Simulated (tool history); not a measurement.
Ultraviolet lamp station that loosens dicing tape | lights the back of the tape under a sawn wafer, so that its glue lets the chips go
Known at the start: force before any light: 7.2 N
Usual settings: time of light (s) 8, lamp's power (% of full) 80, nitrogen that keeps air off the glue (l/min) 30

run  hour  time of light (s)  lamp's power (% of full)  nitrogen that keeps air off the glue (l/min)  force that peels the tape off (N)  light that reached the tape (mJ/cm2)
  1     0                  8                        80                                            30                              0.677                                   367
  2   4.8                  8                        80                                            30                              0.679                                   369
  3  10.9                  8                        80                                            30                              0.711                                   371
  4  16.7                  8                        80                                            30                              0.693                                   361
  5  26.4                  4                        80                                            30                              2.133                                   181
  6    37                  4                        80                                            20                              2.451                                   181
  7  47.2                  4                        80                                            20                              2.588                                   179
  8    57                 13                        80                                            20                              0.266                                   585
  9  63.7                  8                        80                                            30                                0.7                                   359
 10  73.7                  8                        80                                            30                              0.723                                   360
 11    82                  8                        80                                            30                              0.751                                   358
 12    87                  8                        80                                            30                              0.717                                   353
     88.3  -- window cleaned of glue's vapour
 13  94.9                  6                        81                                            30                              1.389                                   253

The next listed run, before its measurement:
 14  100.1                  8                        62                                            30                                  ?                                     ?

force that peels the tape off (N): 1.332
light that reached the tape (mJ/cm2): 260
Without the tool's hidden state the same run would have given force that peels the tape off (N) 0.882, light that reached the tape (mJ/cm2) 326.
